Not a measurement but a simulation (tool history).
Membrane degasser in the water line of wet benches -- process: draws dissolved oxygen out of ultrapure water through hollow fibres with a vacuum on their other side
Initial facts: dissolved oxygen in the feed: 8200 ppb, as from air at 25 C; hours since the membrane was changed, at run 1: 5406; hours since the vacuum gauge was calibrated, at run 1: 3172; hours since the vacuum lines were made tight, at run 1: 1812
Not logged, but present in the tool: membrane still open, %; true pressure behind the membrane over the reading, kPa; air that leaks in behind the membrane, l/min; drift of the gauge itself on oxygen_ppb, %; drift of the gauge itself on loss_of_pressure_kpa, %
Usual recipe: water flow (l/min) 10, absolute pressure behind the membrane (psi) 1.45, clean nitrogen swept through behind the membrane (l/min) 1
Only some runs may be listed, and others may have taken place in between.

| run | hour | water flow (l/min) | absolute pressure behind the membrane (psi) | clean nitrogen swept through behind the membrane (l/min) | hours since the membrane was changed | hours since the vacuum gauge was calibrated | hours since the vacuum lines were made tight | dissolved oxygen in the water behind the degasser (ppb) | pressure that the water loses in the fibres (psi) |
|---|---|---|---|---|---|---|---|---|---|
| 1 | 0 | 10 | 1.45 | 1 | 5406 | 3172 | 1812 | 163.2 | 3.8 |
| 2 | 66.8 | 10 | 1.45 | 1.28 | 5473 | 3239 | 1878 | 132.2 | 3.819 |
| 3 | 157.7 | 10 | 1.45 | 1.28 | 5563 | 3330 | 1969 | 132.5 | 3.813 |
| 4 | 298.7 | 10 | 1.45 | 1.28 | 5704 | 3471 | 2110 | 133 | 3.772 |
| 5 | 394.9 | 10 | 1.45 | 1.28 | 5801 | 3567 | 2207 | 133.2 | 3.83 |
| 6 | 499.4 | 10 | 1.23 | 1.28 | 5905 | 3672 | 2311 | 105.3 | 3.807 |
|  | 540.5 | vacuum gauge calibrated |
| 7 | 626 | 10 | 1.23 | 1.28 | 6031 | 86 | 2437 | 101.6 | 3.857 |
| 8 | 740.9 | 10 | 1.45 | 0.61 | 6146 | 200 | 2552 | 251.1 | 3.8 |
| 9 | 821.1 | 10 | 1.45 | 0.61 | 6226 | 281 | 2632 | 252.5 | 3.855 |
| 10 | 895.3 | 10 | 1.45 | 0.61 | 6301 | 355 | 2706 | 251.3 | 3.807 |
| 11 | 1020.7 | 10 | 1.45 | 1 | 6426 | 480 | 2832 | 161.3 | 3.777 |
| 12 | 1094.4 | 8 | 2.29 | 1 | 6500 | 554 | 2906 | 241.3 | 3.053 |
| 13 | 1198 | 10 | 1.31 | 1 | 6603 | 658 | 3009 | 140.6 | 3.842 |
| 14 | 1294.2 | 13 | 1.31 | 1.2 | 6699 | 754 | 3105 | 149.9 | 4.976 |
| 15 | 1416.9 | 15 | 1.23 | 0.64 | 6822 | 876 | 3228 | 272.5 | 5.762 |
| 16 | 1506 | 7 | 1.23 | 1.7 | 6911 | 966 | 3317 | 56 | 2.631 |
| 17 | 1584.3 | 7 | 2.19 | 0.54 | 6990 | 1044 | 3395 | 356.5 | 2.683 |
| 18 | 1714.5 | 7 | 2.19 | 0.54 | 7120 | 1174 | 3526 | 356.3 | 2.686 |
| 19 | 1819.1 | 14 | 2.84 | 1.53 | 7224 | 1279 | 3630 | 355.7 | 5.394 |
| 20 | 1950.4 | 7 | 2.84 | 2.37 | 7356 | 1410 | 3762 | 123 | 2.724 |
| 21 | 2067.1 | 7 | 2.84 | 2.37 | 7472 | 1527 | 3878 | 123.7 | 2.69 |

Forecast each of these 4 alternatives for the next run:
| A | 2131.9 | 14 | 1.83 | 2.65 | 7537 | 1591 | 3943 | ? | ? |
| B | 2131.9 | 10 | 1.6 | 1.77 | 7537 | 1591 | 3943 | ? | ? |
| C | 2131.9 | 7 | 3.61 | 2.65 | 7537 | 1591 | 3943 | ? | ? |
| D | 2131.9 | 9 | 3.02 | 0.86 | 7537 | 1591 | 3943 | ? | ? |

| run | dissolved oxygen in the water behind the degasser (ppb) | pressure that the water loses in the fibres (psi) |
|---|---|---|
| A | 127.1 | 5.398 |
| B | 111.7 | 3.797 |
| C | 146.2 | 2.686 |
| D | 426.2 | 3.465 |
Had the tool no hidden state, the same runs would have come out as:
| run | dissolved oxygen in the water behind the degasser (ppb) | pressure that the water loses in the fibres (psi) |
|---|---|---|
| A | 123.4 | 5.205 |
| B | 108.3 | 3.659 |
| C | 140.6 | 2.589 |
| D | 416 | 3.34 |
